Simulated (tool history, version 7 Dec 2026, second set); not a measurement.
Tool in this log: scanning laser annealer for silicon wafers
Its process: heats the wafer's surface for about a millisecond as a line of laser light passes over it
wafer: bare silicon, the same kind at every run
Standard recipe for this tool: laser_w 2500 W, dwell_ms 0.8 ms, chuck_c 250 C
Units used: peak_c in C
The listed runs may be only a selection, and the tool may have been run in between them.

Run 1, hour 0: usual settings. Result: peak_c 959 C.
Run 2, hour 27.2: usual settings. Result: peak_c 958 C.
Run 3, hour 61.8: usual settings. Result: peak_c 959 C.
Run 4, hour 84.9: usual settings. Result: peak_c 956 C.
At hour 89.3: laser's power meter calibrated.
Run 5, hour 117.1: usual settings. Result: peak_c 958 C.
Run 6, hour 139.4: usual settings. Result: peak_c 952 C.
Run 7, hour 153.7: usual settings. Result: peak_c 956 C.
Run 8, hour 188.9: usual settings. Result: peak_c 952 C.
Run 9, hour 215.5: usual settings. Result: peak_c 954 C.
Run 10, hour 229.7: usual settings but laser_w 2305 W, chuck_c 225 C. Result: peak_c 853 C.
Run 11, hour 257.1: usual settings but laser_w 2655 W, dwell_ms 0.813 ms. Result: peak_c 1013 C.
Run 12, hour 273.6: usual settings but chuck_c 248 C. Result: peak_c 948 C.

Selected run-to-run steps in peak_c, each split into two signed amounts: the part the tool would show with no hidden state at all (from settings, incoming material and random variation), and the remainder, which goes to the hidden state together with any gauge scatter not common to the measured and the hidden-state-free results:
Hidden conditions of the tool in this case: light that passes the window, % of a clean one's; laser's true power over the reading, %; width of the line over the set one, %; drift of the gauge itself on peak_c, C.
Run 10 -> 11: laser_w 2305 -> 2655, dwell_ms 0.8 -> 0.813, chuck_c 225 -> 250. peak_c +160 C: hidden state -5, all else +165.
